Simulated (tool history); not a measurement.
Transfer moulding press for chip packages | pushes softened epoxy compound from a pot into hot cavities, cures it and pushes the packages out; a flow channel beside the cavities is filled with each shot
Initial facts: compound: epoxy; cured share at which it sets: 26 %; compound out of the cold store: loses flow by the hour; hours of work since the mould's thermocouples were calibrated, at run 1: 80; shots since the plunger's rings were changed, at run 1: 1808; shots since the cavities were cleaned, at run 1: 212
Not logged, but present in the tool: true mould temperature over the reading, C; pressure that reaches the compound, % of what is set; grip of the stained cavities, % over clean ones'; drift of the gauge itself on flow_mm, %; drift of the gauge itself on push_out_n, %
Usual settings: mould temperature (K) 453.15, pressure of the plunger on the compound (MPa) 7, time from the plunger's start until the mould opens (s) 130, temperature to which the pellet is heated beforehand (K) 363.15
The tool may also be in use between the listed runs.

run	hour	mould temperature (K)	pressure of the plunger on the compound (MPa)	time from the plunger's start until the mould opens (s)	temperature to which the pellet is heated beforehand (K)	hours of work since the mould's thermocouples were calibrated	shots since the plunger's rings were changed	shots since the cavities were cleaned	incoming compound's hours out of the cold store	length that the compound runs in the flow channel (mm)	greatest force on the pins that push the packages out (N)
1	0	453.15	7	130	363.15	80	1808	212	13.2	519	257
2	31.1	453.15	7	130	363.15	102	2159	563	35.9	484	308
3	49.5	453.15	7	130	363.15	116	2367	771	16.4	511	347
4	64	453.15	7	130	363.15	126	2531	935	46.7	470	343
# hour 74.4: cavities cleaned with cleaning compound and waxed
5	87.2	453.15	7	130	363.15	142	2776	144	15.8	500	255
6	111.4	453.15	7	130	363.15	159	3049	417	28.2	489	299
7	135.2	453.15	5.49	130	363.15	176	3318	686	40.4	414	339
# hour 164.5: plunger's sealing rings changed
# hour 171.1: cavities cleaned with cleaning compound and waxed
8	173.9	450.15	5.49	130	363.15	201	90	32	9.6	490	274
9	190	450.15	5.49	130	363.15	213	272	214	33.8	455	309
10	206.6	450.15	5.49	130	363.15	225	459	401	12	485	369
11	239.2	450.15	5.49	130	358.15	248	827	769	43.7	444	414
12	255.4	450.15	5.49	130	358.15	260	1010	952	20.1	471	450
# hour 263.1: cavities cleaned with cleaning compound and waxed
13	283.1	453.15	7	156	363.15	279	1307	227	24.1	513	228
14	314.2	453.15	7	156	363.15	301	1658	578	46.4	485	262
15	333.3	455.15	7	156	363.15	315	1874	794	17	508	282
# hour 354.8: cavities cleaned with cleaning compound and waxed
16	365	455.15	7	156	363.15	336	2215	115	45	471	194
17	382.9	453.15	8.2	137	360.15	349	2417	317	31.4	537	262
18	403.6	450.15	7	123	363.15	364	2651	551	43.5	481	436
19	421.1	450.15	7.87	130	355.15	377	2849	749	9.4	560	443
20	436.8	450.15	7.87	130	355.15	388	3026	926	20.1	545	467
# hour 446.8: cavities cleaned with cleaning compound and waxed
21	452.9	453.15	8.69	164	363.15	398	3192	70	27.3	540	189
22	477.8	453.15	8.69	153	357.15	416	3473	351	9.4	563	246
# hour 493.9: plunger's sealing rings changed
23	506.1	453.15	8.69	153	353.15	435	138	642	41.5	559	289
24	536.1	453.15	8.69	153	353.15	456	477	981	14.8	592	317
# hour 542.1: cavities cleaned with cleaning compound and waxed
25	567.2	456.15	7	130	363.15	478	812	284	10.2	532	257
26	592.8	456.15	7	130	363.15	496	1101	573	16.8	530	288
27	626.6	457.15	7	134	358.15	520	1483	955	46.8	480	317
# hour 636.3: cavities cleaned with cleaning compound and waxed
28	653.1	460.15	5.2	123	356.15	538	1766	190	13.1	440	219

Below, each run's measurement less what the same run would have read without the hidden state. Both values contain the same run-to-run variation, but the gauge's scatter may not be the same in both:
run	length that the compound runs in the flow channel (mm)	greatest force on the pins that push the packages out (N)
1	-22	+42
2	-24	+98
3	-27	+128
4	-27	+137
5	-31	+37
6	-33	+84
7	-31	+123
8	-2	+19
9	-3	+64
10	-5	+107
11	-8	+160
12	-11	+185
13	-14	+47
14	-16	+91
15	-20	+109
16	-22	+26
17	-27	+68
18	-27	+154
19	-32	+181
20	-34	+200
21	-36	+21
22	-41	+69
23	+0	+106
24	-3	+132
25	-7	+66
26	-10	+103
27	-12	+133
28	-14	+45

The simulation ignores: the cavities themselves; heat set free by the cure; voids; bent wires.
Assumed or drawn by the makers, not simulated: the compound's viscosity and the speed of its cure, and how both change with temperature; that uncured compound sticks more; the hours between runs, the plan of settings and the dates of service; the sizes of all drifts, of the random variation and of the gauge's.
